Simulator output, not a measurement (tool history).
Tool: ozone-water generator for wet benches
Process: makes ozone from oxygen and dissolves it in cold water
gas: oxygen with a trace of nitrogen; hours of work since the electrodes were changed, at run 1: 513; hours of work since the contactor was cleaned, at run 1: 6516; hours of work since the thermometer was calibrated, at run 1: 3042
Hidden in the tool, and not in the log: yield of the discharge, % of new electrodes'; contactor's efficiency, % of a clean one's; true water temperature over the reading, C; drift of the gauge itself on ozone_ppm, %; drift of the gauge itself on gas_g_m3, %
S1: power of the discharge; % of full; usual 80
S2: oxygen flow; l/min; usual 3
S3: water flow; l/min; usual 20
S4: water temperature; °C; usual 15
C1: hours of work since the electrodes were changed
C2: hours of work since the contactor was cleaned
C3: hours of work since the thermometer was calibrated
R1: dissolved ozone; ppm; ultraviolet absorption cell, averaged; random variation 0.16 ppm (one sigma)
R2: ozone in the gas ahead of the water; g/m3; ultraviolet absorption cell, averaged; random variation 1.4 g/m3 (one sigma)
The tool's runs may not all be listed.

Run 1, day 0: usual settings; C1 513; C2 6516; C3 3042. Result: R1 19.9 ppm, R2 258.8 g/m3.
Run 2, day 1.825: usual settings; C1 546; C2 6549; C3 3074. Result: R1 19.4 ppm, R2 257.4 g/m3.
Run 3, day 4.217: usual settings; C1 589; C2 6592; C3 3117. Result: R1 19.9 ppm, R2 259.1 g/m3.
Run 4, day 6.496: usual settings but S1 53 % of full; C1 630; C2 6633; C3 3158. Result: R1 13.8 ppm, R2 179.4 g/m3.
Run 5, day 8.329: usual settings but S1 53 % of full; C1 663; C2 6666; C3 3191. Result: R1 13.6 ppm, R2 176 g/m3.
Run 6, day 10.508: usual settings but S1 53 % of full; C1 702; C2 6705; C3 3230. Result: R1 13.5 ppm, R2 177.4 g/m3.
Run 7, day 11.912: usual settings but S1 53 % of full; C1 727; C2 6730; C3 3256. Result: R1 13.5 ppm, R2 177.7 g/m3.
Run 8, day 13.517: usual settings but S1 53 % of full; C1 756; C2 6759; C3 3284. Result: R1 13.5 ppm, R2 177.1 g/m3.
Run 9, day 16.342: usual settings but S1 53 % of full; C1 807; C2 6810; C3 3335. Result: R1 13.5 ppm, R2 175.9 g/m3.
Run 10, day 18.092: usual settings but S1 53 % of full; C1 838; C2 6841; C3 3366. Result: R1 13.6 ppm, R2 175.7 g/m3.
Run 11, day 19.446: usual settings but S1 53 % of full; C1 862; C2 6865; C3 3391. Result: R1 13.4 ppm, R2 177.1 g/m3.
Run 12, day 21.5: usual settings but S2 3.02 l/min, S3 13 l/min; C1 899; C2 6902; C3 3428. Result: R1 28.2 ppm, R2 254.4 g/m3.
At day 23.05: water thermometer calibrated.
At day 24.554: contactor cleaned.
Run 13, day 24.554: usual settings but S1 70 % of full, S3 18 l/min; C1 951; C2 0; C3 24. Result: R1 20.7 ppm, R2 225.3 g/m3.
Run 14, day 27.208: usual settings but S2 2.07 l/min, S4 23 °C; C1 998; C2 48; C3 72. Result: R1 17.9 ppm, R2 302 g/m3.
Run 15, day 29.467: usual settings but S2 2.31 l/min, S4 7 °C; C1 1039; C2 88; C3 112. Result: R1 20.7 ppm, R2 285.6 g/m3.
Run 16, day 31.971: usual settings but S2 2.31 l/min, S4 7 °C; C1 1084; C2 133; C3 157. Result: R1 20.9 ppm, R2 286.6 g/m3.
Run 17, day 34.308: usual settings but S1 78 % of full, S2 2.4 l/min, S3 16 l/min; C1 1126; C2 175; C3 199. Result: R1 23.2 ppm, R2 274.3 g/m3.
Run 18, day 36.108: usual settings but S1 78 % of full, S2 2.4 l/min, S3 16 l/min; C1 1158; C2 207; C3 231. Result: R1 23.3 ppm, R2 273.7 g/m3.
Run 19, day 37.892: usual settings but S1 55 % of full, S2 4.65 l/min, S3 30 l/min, S4 7 °C; C1 1190; C2 239; C3 263. Result: R1 12.4 ppm, R2 148.6 g/m3.
Run 20, day 40.471: usual settings but S2 1.55 l/min, S4 9 °C; C1 1236; C2 286; C3 310. Result: R1 17.5 ppm, R2 341.1 g/m3.
Run 21, day 42.412: usual settings but S1 64 % of full, S2 2.2 l/min, S4 8 °C; C1 1271; C2 321; C3 345. Result: R1 16.8 ppm, R2 238.4 g/m3.
Run 22, day 43.796: usual settings but S1 64 % of full, S2 2.2 l/min, S4 8 °C; C1 1296; C2 345; C3 369. Result: R1 16.5 ppm, R2 238.8 g/m3.

How the hidden state differs across the entries between the runs, from the last listed run before each to the first after it:
Between runs 12 and 13: water thermometer calibrated (day 23.05); contactor cleaned (day 24.554)
  yield of the discharge, % of new electrodes': 98.3 -> 98.2; contactor's efficiency, % of a clean one's: 83.4 -> 99.7; true water temperature over the reading, C: 0.18 -> 0.09
  measured less the result without the state, R1: -2.7 -> -0.5 ppm; R2: -5 -> -4.2 g/m3
